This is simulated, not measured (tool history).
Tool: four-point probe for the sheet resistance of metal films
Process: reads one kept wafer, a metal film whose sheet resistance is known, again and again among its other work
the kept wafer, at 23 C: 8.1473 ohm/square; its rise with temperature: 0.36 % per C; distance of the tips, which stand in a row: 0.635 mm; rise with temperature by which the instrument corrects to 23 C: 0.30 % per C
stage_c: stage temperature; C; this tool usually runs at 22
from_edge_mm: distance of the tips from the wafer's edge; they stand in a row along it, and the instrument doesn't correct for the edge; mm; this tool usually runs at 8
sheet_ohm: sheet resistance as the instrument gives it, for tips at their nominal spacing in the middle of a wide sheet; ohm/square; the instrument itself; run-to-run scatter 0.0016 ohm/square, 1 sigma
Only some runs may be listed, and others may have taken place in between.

| run | hour | stage_c | from_edge_mm | sheet_ohm |
|---|---|---|---|---|
| 1 | 0.0 | 22 | 8 | 8.118255 |
| 2 | 81.0 | 27 | 8 | 8.143908 |
| 3 | 169.6 | 27 | 8 | 8.145916 |
| 4 | 248.3 | 22 | 8 | 8.119663 |
| 5 | 361.0 | 22 | 8 | 8.120543 |
|  | 469.6 | stage's thermometer calibrated |
| 6 | 469.6 | 22 | 8 | 8.122466 |
| 7 | 567.4 | 22 | 13 | 8.105934 |
| 8 | 666.3 | 23 | 13 | 8.110963 |
| 9 | 765.5 | 23 | 13 | 8.111352 |
| 10 | 835.2 | 22 | 24 | 8.100234 |
| 11 | 932.1 | 22 | 24 | 8.103716 |
|  | 1017.6 | stage's thermometer calibrated, once more |
| 12 | 1051.0 | 22 | 24 | 8.118838 |
| 13 | 1110.1 | 22 | 8 | 8.142739 |
| 14 | 1218.4 | 29 | 8 | 8.180805 |
| 15 | 1270.4 | 29 | 8 | 8.178813 |
| 16 | 1340.7 | 29 | 8 | 8.181399 |
| 17 | 1446.6 | 22 | 50 | 8.121051 |
| 18 | 1560.0 | 22 | 5 | 8.191582 |
| 19 | 1625.3 | 22 | 5 | 8.191875 |
| 20 | 1676.7 | 22 | 8 | 8.151476 |
| 21 | 1746.4 | 22 | 8 | 8.151321 |
| 22 | 1848.6 | 22 | 8 | 8.146333 |
| 23 | 1927.2 | 29 | 4 | 8.272828 |
| 24 | 2010.9 | 26 | 8 | 8.173810 |
| 25 | 2075.3 | 21 | 7 | 8.156780 |
| 26 | 2166.6 | 21 | 7 | 8.159982 |
| 27 | 2258.6 | 33 | 3 | 8.373018 |
| 28 | 2335.2 | 33 | 3 | 8.380883 |
| 29 | 2429.3 | 25 | 45 | 8.144883 |
| 30 | 2516.0 | 32 | 49 | 8.181443 |
| 31 | 2613.3 | 28 | 62 | 8.165129 |
| 32 | 2663.3 | 28 | 22 | 8.168685 |
| 33 | 2745.9 | 28 | 22 | 8.169626 |
| 34 | 2806.9 | 18 | 8 | 8.141874 |
| 35 | 2892.0 | 23 | 3 | 8.334877 |
| 36 | 3006.0 | 34 | 23 | 8.201387 |
| 37 | 3106.0 | 23 | 8 | 8.170644 |
| 38 | 3195.7 | 29 | 39 | 8.175846 |
| 39 | 3269.1 | 30 | 30 | 8.181397 |
| 40 | 3341.1 | 30 | 30 | 8.184553 |
| 41 | 3394.1 | 20 | 54 | 8.133883 |
| 42 | 3494.6 | 27 | 15 | 8.174467 |
| 43 | 3613.6 | 20 | 12 | 8.148442 |
| 44 | 3730.3 | 20 | 15 | 8.144878 |

Alternative continuations, all from the tool just after run 44; predict every row:
| A | 3838.5 | 20 | 15 | ? |
| B | 3838.5 | 34 | 73 | ? |
| C | 3838.5 | 31 | 15 | ? |
| D | 3838.5 | 32 | 6 | ? |

| run | sheet_ohm |
|---|---|
| A | 8.146124 |
| B | 8.205243 |
| C | 8.197386 |
| D | 8.246301 |
With the hidden condition removed and each run's random variation left untouched, the same runs would have given:
| run | sheet_ohm |
|---|---|
| A | 8.141321 |
| B | 8.199828 |
| C | 8.192096 |
| D | 8.240946 |
